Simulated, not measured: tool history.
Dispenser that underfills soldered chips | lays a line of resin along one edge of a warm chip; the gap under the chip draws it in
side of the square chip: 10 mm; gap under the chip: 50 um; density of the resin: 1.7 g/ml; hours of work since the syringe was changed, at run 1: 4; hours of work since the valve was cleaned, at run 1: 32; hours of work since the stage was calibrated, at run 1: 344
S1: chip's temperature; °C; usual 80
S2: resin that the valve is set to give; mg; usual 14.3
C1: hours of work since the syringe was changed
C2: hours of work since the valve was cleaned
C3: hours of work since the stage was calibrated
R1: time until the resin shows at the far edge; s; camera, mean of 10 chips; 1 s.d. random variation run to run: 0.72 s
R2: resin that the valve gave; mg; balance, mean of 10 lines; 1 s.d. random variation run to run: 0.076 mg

| run | hour | S1 | S2 | C1 | C2 | C3 | R1 | R2 |
|---|---|---|---|---|---|---|---|---|
| 1 | 0 | 80 | 14.3 | 4 | 32 | 344 | 85 | 13.93 |
|  | 3.6 | new syringe of resin |
| 2 | 9 | 80 | 18.3 | 4 | 38 | 350 | 82.3 | 17.92 |
|  | 12.5 | new syringe of resin |
| 3 | 15.2 | 80 | 18.3 | 2 | 42 | 354 | 71.3 | 17.85 |
|  | 21.1 | new syringe of resin |
| 4 | 26.2 | 80 | 14.3 | 3 | 49 | 361 | 81.8 | 13.9 |
|  | 30.3 | new syringe of resin |
| 5 | 33 | 80 | 14.3 | 2 | 53 | 366 | 69.6 | 13.82 |
|  | 39.3 | new syringe of resin |
| 6 | 45.1 | 80 | 12.4 | 4 | 61 | 374 | 86.9 | 12.01 |
|  | 48.4 | new syringe of resin |
| 7 | 55.6 | 80 | 12.4 | 5 | 68 | 381 | 97 | 11.99 |
|  | 57.2 | new syringe of resin |
|  | 65.9 | new syringe of resin |
| 8 | 68.6 | 80 | 14.3 | 2 | 77 | 389 | 71.9 | 13.54 |
|  | 74.6 | new syringe of resin |
| 9 | 76.4 | 80 | 14.3 | 1 | 82 | 395 | 70.6 | 13.62 |
|  | 83.5 | new syringe of resin |
| 10 | 88.7 | 80 | 14.3 | 4 | 90 | 403 | 81.8 | 13.57 |
|  | 92.5 | new syringe of resin |
| 11 | 98.3 | 84 | 14.3 | 4 | 97 | 409 | 73.2 | 13.64 |
|  | 101.6 | new syringe of resin |
| 12 | 109.4 | 84 | 14.3 | 5 | 104 | 417 | 83.1 | 13.48 |
|  | 110.8 | new syringe of resin |
|  | 116.8 | stage's temperature calibrated |
|  | 120.4 | new syringe of resin |
| 13 | 121.5 | 84 | 14.3 | 1 | 111 | 3 | 60.9 | 13.43 |
| 14 | 127.7 | 84 | 14.3 | 5 | 115 | 7 | 86.6 | 13.37 |
|  | 129.1 | new syringe of resin |
| 15 | 136.4 | 75 | 14.3 | 5 | 121 | 13 | 122.8 | 13.32 |
|  | 138.5 | new syringe of resin |
| 16 | 142.2 | 75 | 14.3 | 3 | 125 | 17 | 101.3 | 13.28 |
|  | 147.3 | new syringe of resin |
| 17 | 149 | 75 | 14.3 | 1 | 129 | 21 | 90.7 | 13.28 |
|  | 156.4 | new syringe of resin |
| 18 | 156.4 | 72 | 15.7 | 0 | 134 | 26 | 92 | 14.54 |
|  | 165.8 | new syringe of resin |
| 19 | 168.7 | 88 | 15.9 | 2 | 143 | 34 | 58 | 14.6 |
|  | 174.3 | new syringe of resin |
|  | 176.1 | dispensing valve cleaned and set on the balance |
| 20 | 178.1 | 88 | 15.9 | 2 | 1 | 40 | 56.9 | 15.79 |
|  | 184.3 | new syringe of resin |
| 21 | 188.2 | 88 | 15.9 | 3 | 8 | 47 | 61.2 | 15.91 |
|  | 193.5 | new syringe of resin |
| 22 | 194.3 | 71 | 13.8 | 1 | 12 | 51 | 97.9 | 13.74 |
|  | 202.1 | new syringe of resin |
| 23 | 204.8 | 71 | 13.8 | 2 | 19 | 58 | 109.5 | 13.62 |
|  | 210.8 | new syringe of resin |
| 24 | 210.8 | 71 | 16.3 | 0 | 23 | 61 | 93.1 | 16.13 |
|  | 220.3 | new syringe of resin |
| 25 | 223.1 | 87 | 13 | 2 | 31 | 70 | 58.5 | 12.75 |
|  | 229.3 | new syringe of resin |
| 26 | 229.9 | 78 | 13.7 | 0 | 36 | 74 | 75.3 | 13.39 |
|  | 237.9 | new syringe of resin |
| 27 | 240.3 | 80 | 16.3 | 2 | 43 | 81 | 73 | 15.97 |
|  | 246.6 | new syringe of resin |
| 28 | 252.9 | 80 | 16.3 | 4 | 51 | 89 | 92 | 15.7 |
|  | 255.2 | new syringe of resin |
| 29 | 261.4 | 68 | 18.4 | 4 | 57 | 95 | 151.6 | 17.65 |
|  | 264.5 | new syringe of resin |
| 30 | 271.3 | 87 | 14.3 | 5 | 63 | 102 | 74.3 | 13.81 |
|  | 273.2 | new syringe of resin |
| 31 | 280.7 | 67 | 12.9 | 5 | 69 | 108 | 171.1 | 12.36 |
|  | 281.7 | new syringe of resin |
| 32 | 286.8 | 83 | 16.6 | 3 | 73 | 112 | 75.2 | 15.87 |
|  | 290.8 | new syringe of resin |
| 33 | 296.8 | 71 | 12.4 | 4 | 80 | 118 | 132.5 | 11.81 |
|  | 299.4 | new syringe of resin |
|  | 308 | new syringe of resin |
| 34 | 308.7 | 71 | 12.4 | 0 | 88 | 126 | 97.3 | 11.61 |

For each entry between runs, how does the tool's hidden state at the last listed run before it compare with that at the first listed run after it?
From run 1 to run 2: new syringe of resin (hour 3.6)
  resin's viscosity, % of fresh resin's: 136.9 -> 136.4; dose that the valve gives, % of what is set: 98.47 -> 98.11; true chip temperature over the reading, C: 2.04 -> 2.07
  measured less the result without the state, R1: +17.9 -> +17 s; R2: -0.22 -> -0.35 mg
From run 2 to run 3: new syringe of resin (hour 12.5)
  resin's viscosity, % of fresh resin's: 136.4 -> 116.7; dose that the valve gives, % of what is set: 98.11 -> 97.88; true chip temperature over the reading, C: 2.07 -> 2.09
  measured less the result without the state, R1: +17 -> +5.1 s; R2: -0.35 -> -0.39 mg
From run 3 to run 4: new syringe of resin (hour 21.1)
  resin's viscosity, % of fresh resin's: 116.7 -> 133.8; dose that the valve gives, % of what is set: 97.88 -> 97.44; true chip temperature over the reading, C: 2.09 -> 2.13
  measured less the result without the state, R1: +5.1 -> +15.5 s; R2: -0.39 -> -0.36 mg
From run 4 to run 5: new syringe of resin (hour 30.3)
  resin's viscosity, % of fresh resin's: 133.8 -> 116.1; dose that the valve gives, % of what is set: 97.44 -> 97.19; true chip temperature over the reading, C: 2.13 -> 2.15
  measured less the result without the state, R1: +15.5 -> +4.7 s; R2: -0.36 -> -0.4 mg
From run 5 to run 6: new syringe of resin (hour 39.3)
  resin's viscosity, % of fresh resin's: 116.1 -> 141.3; dose that the valve gives, % of what is set: 97.19 -> 96.76; true chip temperature over the reading, C: 2.15 -> 2.2
  measured less the result without the state, R1: +4.7 -> +20.4 s; R2: -0.4 -> -0.4 mg
From run 6 to run 7: new syringe of resin (hour 48.4)
  resin's viscosity, % of fresh resin's: 141.3 -> 156.1; dose that the valve gives, % of what is set: 96.76 -> 96.35; true chip temperature over the reading, C: 2.2 -> 2.24
  measured less the result without the state, R1: +20.4 -> +29.8 s; R2: -0.4 -> -0.45 mg
From run 7 to run 8: new syringe of resin (hour 57.2); new syringe of resin (hour 65.9)
  resin's viscosity, % of fresh resin's: 156.1 -> 118.7; dose that the valve gives, % of what is set: 96.35 -> 95.83; true chip temperature over the reading, C: 2.24 -> 2.28
  measured less the result without the state, R1: +29.8 -> +6.1 s; R2: -0.45 -> -0.59 mg
From run 8 to run 9: new syringe of resin (hour 74.6)
  resin's viscosity, % of fresh resin's: 118.7 -> 112.8; dose that the valve gives, % of what is set: 95.83 -> 95.54; true chip temperature over the reading, C: 2.28 -> 2.31
  measured less the result without the state, R1: +6.1 -> +2.5 s; R2: -0.59 -> -0.63 mg
From run 9 to run 10: new syringe of resin (hour 83.5)
  resin's viscosity, % of fresh resin's: 112.8 -> 137.4; dose that the valve gives, % of what is set: 95.54 -> 95.05; true chip temperature over the reading, C: 2.31 -> 2.36
  measured less the result without the state, R1: +2.5 -> +16.9 s; R2: -0.63 -> -0.71 mg
From run 10 to run 11: new syringe of resin (hour 92.5)
  resin's viscosity, % of fresh resin's: 137.4 -> 139.5; dose that the valve gives, % of what is set: 95.05 -> 94.63; true chip temperature over the reading, C: 2.36 -> 2.39
  measured less the result without the state, R1: +16.9 -> +16 s; R2: -0.71 -> -0.77 mg
From run 11 to run 12: new syringe of resin (hour 101.6)
  resin's viscosity, % of fresh resin's: 139.5 -> 161.1; dose that the valve gives, % of what is set: 94.63 -> 94.21; true chip temperature over the reading, C: 2.39 -> 2.43
  measured less the result without the state, R1: +16 -> +26.9 s; R2: -0.77 -> -0.83 mg
From run 12 to run 13: new syringe of resin (hour 110.8); stage's temperature calibrated (hour 116.8); new syringe of resin (hour 120.4)
  resin's viscosity, % of fresh resin's: 161.1 -> 106.6; dose that the valve gives, % of what is set: 94.21 -> 93.78; true chip temperature over the reading, C: 2.43 -> 0.08
  measured less the result without the state, R1: +26.9 -> +4 s; R2: -0.83 -> -0.89 mg
From run 14 to run 15: new syringe of resin (hour 129.1)
  resin's viscosity, % of fresh resin's: 153.6 -> 153; dose that the valve gives, % of what is set: 93.55 -> 93.2; true chip temperature over the reading, C: 0.1 -> 0.14
  measured less the result without the state, R1: +30.5 -> +42.7 s; R2: -0.93 -> -0.98 mg
From run 15 to run 16: new syringe of resin (hour 138.5)
  resin's viscosity, % of fresh resin's: 153 -> 125.5; dose that the valve gives, % of what is set: 93.2 -> 93.02; true chip temperature over the reading, C: 0.14 -> 0.16
  measured less the result without the state, R1: +42.7 -> +20.8 s; R2: -0.98 -> -1 mg
From run 16 to run 17: new syringe of resin (hour 147.3)
  resin's viscosity, % of fresh resin's: 125.5 -> 110.7; dose that the valve gives, % of what is set: 93.02 -> 92.76; true chip temperature over the reading, C: 0.16 -> 0.18
  measured less the result without the state, R1: +20.8 -> +8.9 s; R2: -1 -> -1.04 mg
From run 17 to run 18: new syringe of resin (hour 156.4)
  resin's viscosity, % of fresh resin's: 110.7 -> 101.3; dose that the valve gives, % of what is set: 92.76 -> 92.47; true chip temperature over the reading, C: 0.18 -> 0.21
  measured less the result without the state, R1: +8.9 -> +0.9 s; R2: -1.04 -> -1.19 mg
From run 18 to run 19: new syringe of resin (hour 165.8)
  resin's viscosity, % of fresh resin's: 101.3 -> 120.3; dose that the valve gives, % of what is set: 92.47 -> 91.96; true chip temperature over the reading, C: 0.21 -> 0.25
  measured less the result without the state, R1: +0.9 -> +9.6 s; R2: -1.19 -> -1.27 mg
From run 19 to run 20: new syringe of resin (hour 174.3); dispensing valve cleaned and set on the balance (hour 176.1)
  resin's viscosity, % of fresh resin's: 120.3 -> 117.3; dose that the valve gives, % of what is set: 91.96 -> 99.85; true chip temperature over the reading, C: 0.25 -> 0.28
  measured less the result without the state, R1: +9.6 -> +7.9 s; R2: -1.27 -> -0.02 mg
From run 20 to run 21: new syringe of resin (hour 184.3)
  resin's viscosity, % of fresh resin's: 117.3 -> 127.3; dose that the valve gives, % of what is set: 99.85 -> 99.45; true chip temperature over the reading, C: 0.28 -> 0.32
  measured less the result without the state, R1: +7.9 -> +12.4 s; R2: -0.02 -> -0.09 mg
From run 21 to run 22: new syringe of resin (hour 193.5)
  resin's viscosity, % of fresh resin's: 127.3 -> 106; dose that the valve gives, % of what is set: 99.45 -> 99.23; true chip temperature over the reading, C: 0.32 -> 0.34
  measured less the result without the state, R1: +12.4 -> +4.3 s; R2: -0.09 -> -0.11 mg
From run 22 to run 23: new syringe of resin (hour 202.1)
  resin's viscosity, % of fresh resin's: 106 -> 117.4; dose that the valve gives, % of what is set: 99.23 -> 98.81; true chip temperature over the reading, C: 0.34 -> 0.38
  measured less the result without the state, R1: +4.3 -> +14.9 s; R2: -0.11 -> -0.16 mg
From run 23 to run 24: new syringe of resin (hour 210.8)
  resin's viscosity, % of fresh resin's: 117.4 -> 101.1; dose that the valve gives, % of what is set: 98.81 -> 98.57; true chip temperature over the reading, C: 0.38 -> 0.4
  measured less the result without the state, R1: +14.9 -> -0.5 s; R2: -0.16 -> -0.23 mg
From run 24 to run 25: new syringe of resin (hour 220.3)
  resin's viscosity, % of fresh resin's: 101.1 -> 117.4; dose that the valve gives, % of what is set: 98.57 -> 98.05; true chip temperature over the reading, C: 0.4 -> 0.44
  measured less the result without the state, R1: -0.5 -> +8 s; R2: -0.23 -> -0.25 mg
From run 25 to run 26: new syringe of resin (hour 229.3)
  resin's viscosity, % of fresh resin's: 117.4 -> 105.6; dose that the valve gives, % of what is set: 98.05 -> 97.78; true chip temperature over the reading, C: 0.44 -> 0.47
  measured less the result without the state, R1: +8 -> +2.9 s; R2: -0.25 -> -0.31 mg
From run 26 to run 27: new syringe of resin (hour 237.9)
  resin's viscosity, % of fresh resin's: 105.6 -> 114.8; dose that the valve gives, % of what is set: 97.78 -> 97.36; true chip temperature over the reading, C: 0.47 -> 0.51
  measured less the result without the state, R1: +2.9 -> +8.3 s; R2: -0.31 -> -0.44 mg
From run 27 to run 28: new syringe of resin (hour 246.6)
  resin's viscosity, % of fresh resin's: 114.8 -> 143.7; dose that the valve gives, % of what is set: 97.36 -> 96.91; true chip temperature over the reading, C: 0.51 -> 0.56
  measured less the result without the state, R1: +8.3 -> +26.8 s; R2: -0.44 -> -0.5 mg
From run 28 to run 29: new syringe of resin (hour 255.2)
  resin's viscosity, % of fresh resin's: 143.7 -> 142.7; dose that the valve gives, % of what is set: 96.91 -> 96.59; true chip temperature over the reading, C: 0.56 -> 0.59
  measured less the result without the state, R1: +26.8 -> +42.7 s; R2: -0.5 -> -0.62 mg
From run 29 to run 30: new syringe of resin (hour 264.5)
  resin's viscosity, % of fresh resin's: 142.7 -> 148.4; dose that the valve gives, % of what is set: 96.59 -> 96.19; true chip temperature over the reading, C: 0.59 -> 0.62
  measured less the result without the state, R1: +42.7 -> +23.2 s; R2: -0.62 -> -0.55 mg
From run 30 to run 31: new syringe of resin (hour 273.2)
  resin's viscosity, % of fresh resin's: 148.4 -> 155.6; dose that the valve gives, % of what is set: 96.19 -> 95.85; true chip temperature over the reading, C: 0.62 -> 0.66
  measured less the result without the state, R1: +23.2 -> +58.8 s; R2: -0.55 -> -0.53 mg
From run 31 to run 32: new syringe of resin (hour 281.7)
  resin's viscosity, % of fresh resin's: 155.6 -> 134; dose that the valve gives, % of what is set: 95.85 -> 95.62; true chip temperature over the reading, C: 0.66 -> 0.68
  measured less the result without the state, R1: +58.8 -> +17.8 s; R2: -0.53 -> -0.73 mg
From run 32 to run 33: new syringe of resin (hour 290.8)
  resin's viscosity, % of fresh resin's: 134 -> 141.9; dose that the valve gives, % of what is set: 95.62 -> 95.25; true chip temperature over the reading, C: 0.68 -> 0.71
  measured less the result without the state, R1: +17.8 -> +37.2 s; R2: -0.73 -> -0.58 mg
From run 33 to run 34: new syringe of resin (hour 299.4); new syringe of resin (hour 308)
  resin's viscosity, % of fresh resin's: 141.9 -> 104.6; dose that the valve gives, % of what is set: 95.25 -> 94.78; true chip temperature over the reading, C: 0.71 -> 0.76
  measured less the result without the state, R1: +37.2 -> +2.4 s; R2: -0.58 -> -0.64 mg
